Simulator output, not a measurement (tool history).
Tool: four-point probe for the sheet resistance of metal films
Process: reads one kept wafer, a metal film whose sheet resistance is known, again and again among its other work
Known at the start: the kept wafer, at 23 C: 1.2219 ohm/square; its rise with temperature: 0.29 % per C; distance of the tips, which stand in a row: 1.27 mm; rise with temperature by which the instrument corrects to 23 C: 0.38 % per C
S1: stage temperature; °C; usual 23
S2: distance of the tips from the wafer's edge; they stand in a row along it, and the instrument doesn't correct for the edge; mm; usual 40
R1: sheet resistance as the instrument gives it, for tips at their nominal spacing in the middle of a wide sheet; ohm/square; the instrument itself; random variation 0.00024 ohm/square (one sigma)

run,day,S1,S2,R1
1,0,23,40,1.224712
2,0.867,23,58,1.223667
3,1.925,23,58,1.223488
4,2.929,23,58,1.223248
5,3.683,23,58,1.223833
6,4.65,23,58,1.222938
7,5.608,23,58,1.222691
8,7.425,23,25,1.223518
9,8.742,21,25,1.225636
# day 8.9: stage's thermometer calibrated
10,9.604,21,25,1.225705

Run 11 comes next. What will it give?
11,11.175,25,30,?

Run 11 gave R1 1.220332 ohm/square.
Without the tool's hidden state the same run would have given R1 1.221158 ohm/square.
